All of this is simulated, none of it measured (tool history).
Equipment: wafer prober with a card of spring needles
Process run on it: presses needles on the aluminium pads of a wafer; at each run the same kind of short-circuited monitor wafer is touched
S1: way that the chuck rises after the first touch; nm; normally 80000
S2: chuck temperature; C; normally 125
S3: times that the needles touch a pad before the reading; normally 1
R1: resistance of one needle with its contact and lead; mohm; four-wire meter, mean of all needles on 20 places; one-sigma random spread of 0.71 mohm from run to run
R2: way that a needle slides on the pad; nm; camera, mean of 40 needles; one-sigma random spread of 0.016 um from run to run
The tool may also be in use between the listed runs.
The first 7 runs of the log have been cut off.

{"hour": 238.7, "done": "tips cleaned on abrasive film"}
{"run": 8, "hour": 239.0, "S1": 80000, "S2": 47, "S3": 1, "R1": 269.4, "R2": 13340}
{"hour": 267.2, "done": "tips cleaned on abrasive film"}
{"run": 9, "hour": 278.2, "S1": 80000, "S2": 47, "S3": 2, "R1": 272.4, "R2": 13320}
{"hour": 295.9, "done": "tips cleaned on abrasive film"}
{"run": 10, "hour": 319.9, "S1": 80000, "S2": 47, "S3": 2, "R1": 275.0, "R2": 13290}
{"hour": 324.8, "done": "tips cleaned on abrasive film"}
{"hour": 354.6, "done": "tips cleaned on abrasive film"}
{"run": 11, "hour": 354.9, "S1": 80000, "S2": 47, "S3": 2, "R1": 269.9, "R2": 13300}
{"hour": 382.2, "done": "tips cleaned on abrasive film"}
{"run": 12, "hour": 394.2, "S1": 80000, "S2": 47, "S3": 1, "R1": 275.6, "R2": 13250}
{"hour": 412.9, "done": "tips cleaned on abrasive film"}
{"run": 13, "hour": 423.3, "S1": 80000, "S2": 125, "S3": 1, "R1": 297.1, "R2": 13280}
{"hour": 442.6, "done": "tips cleaned on abrasive film"}
{"run": 14, "hour": 468.1, "S1": 80000, "S2": 26, "S3": 1, "R1": 272.2, "R2": 13240}
{"hour": 471.9, "done": "tips cleaned on abrasive film"}
{"hour": 500.5, "done": "tips cleaned on abrasive film"}
{"run": 15, "hour": 511.8, "S1": 80000, "S2": 26, "S3": 1, "R1": 269.8, "R2": 13220}
{"hour": 530.6, "done": "tips cleaned on abrasive film"}
{"run": 16, "hour": 540.3, "S1": 80000, "S2": 125, "S3": 1, "R1": 296.1, "R2": 13210}
{"hour": 549.2, "done": "height of the first contact set anew"}
{"hour": 559.9, "done": "tips cleaned on abrasive film"}
{"hour": 588.8, "done": "tips cleaned on abrasive film"}
{"run": 17, "hour": 591.1, "S1": 67000, "S2": 44, "S3": 1, "R1": 273.0, "R2": 10890}
{"hour": 616.5, "done": "tips cleaned on abrasive film"}
{"run": 18, "hour": 633.0, "S1": 67000, "S2": 44, "S3": 1, "R1": 278.4, "R2": 10940}
{"hour": 645.4, "done": "tips cleaned on abrasive film"}
{"hour": 674.7, "done": "tips cleaned on abrasive film"}
{"run": 19, "hour": 676.4, "S1": 80000, "S2": 113, "S3": 1, "R1": 290.4, "R2": 13080}
{"hour": 704.5, "done": "tips cleaned on abrasive film"}
{"hour": 713.5, "done": "height of the first contact set anew, once more"}
{"run": 20, "hour": 720.9, "S1": 80000, "S2": 113, "S3": 1, "R1": 296.5, "R2": 13460}
{"hour": 735.2, "done": "tips cleaned on abrasive film"}
{"run": 21, "hour": 750.9, "S1": 89000, "S2": 114, "S3": 2, "R1": 292.4, "R2": 14930}
{"hour": 765.7, "done": "tips cleaned on abrasive film"}
{"run": 22, "hour": 790.5, "S1": 80000, "S2": 104, "S3": 1, "R1": 294.3, "R2": 13440}
{"hour": 795.1, "done": "tips cleaned on abrasive film"}
{"hour": 823.4, "done": "tips cleaned on abrasive film"}
{"run": 23, "hour": 828.4, "S1": 80000, "S2": 104, "S3": 1, "R1": 289.0, "R2": 13400}
{"hour": 852.5, "done": "tips cleaned on abrasive film"}
{"run": 24, "hour": 857.3, "S1": 61000, "S2": 125, "S3": 1, "R1": 296.7, "R2": 10190}
{"hour": 880.3, "done": "tips cleaned on abrasive film"}
{"run": 25, "hour": 906.0, "S1": 70000, "S2": 29, "S3": 1, "R1": 274.8, "R2": 11720}
{"hour": 910.2, "done": "tips cleaned on abrasive film"}
{"run": 26, "hour": 932.1, "S1": 70000, "S2": 29, "S3": 1, "R1": 275.6, "R2": 11680}
{"hour": 939.1, "done": "tips cleaned on abrasive film"}
{"hour": 966.7, "done": "tips cleaned on abrasive film"}
{"run": 27, "hour": 970.2, "S1": 81000, "S2": 125, "S3": 2, "R1": 293.5, "R2": 13540}
{"hour": 998.2, "done": "tips cleaned on abrasive film"}
{"run": 28, "hour": 1020.6, "S1": 81000, "S2": 112, "S3": 1, "R1": 297.8, "R2": 13520}
{"hour": 1028.0, "done": "tips cleaned on abrasive film"}
{"run": 29, "hour": 1046.0, "S1": 80000, "S2": 50, "S3": 1, "R1": 276.7, "R2": 13320}
{"hour": 1059.6, "done": "tips cleaned on abrasive film"}
{"run": 30, "hour": 1081.2, "S1": 68000, "S2": 38, "S3": 2, "R1": 274.5, "R2": 11310}
{"hour": 1089.0, "done": "tips cleaned on abrasive film"}
{"run": 31, "hour": 1115.6, "S1": 68000, "S2": 38, "S3": 2, "R1": 275.7, "R2": 11280}

Each row is a separate what-if for the run after 31, all from the same tool condition, not one after another. Results?
{"hour": 1118.9, "done": "tips cleaned on abrasive film"}
{"hour": 1147.0, "done": "tips cleaned on abrasive film"}
{"run": "A", "hour": 1159.5, "S1": 73000, "S2": 125, "S3": 2, "R1": "?", "R2": "?"}
{"hour": 1118.9, "done": "tips cleaned on abrasive film"}
{"hour": 1147.0, "done": "tips cleaned on abrasive film"}
{"run": "B", "hour": 1159.5, "S1": 86000, "S2": 38, "S3": 1, "R1": "?", "R2": "?"}
{"hour": 1118.9, "done": "tips cleaned on abrasive film"}
{"hour": 1147.0, "done": "tips cleaned on abrasive film"}
{"run": "C", "hour": 1159.5, "S1": 86000, "S2": 125, "S3": 1, "R1": "?", "R2": "?"}
{"hour": 1118.9, "done": "tips cleaned on abrasive film"}
{"hour": 1147.0, "done": "tips cleaned on abrasive film"}
{"run": "D", "hour": 1159.5, "S1": 100000, "S2": 66, "S3": 2, "R1": "?", "R2": "?"}

run=A R1=295.0 R2=12110
run=B R1=273.0 R2=14300
run=C R1=298.1 R2=14290
run=D R1=278.6 R2=16660
Had the tool no hidden state, the same runs would have come out as:
run=A R1=291.5 R2=12280
run=B R1=267.3 R2=14470
run=C R1=292.6 R2=14460
run=D R1=275.6 R2=16820
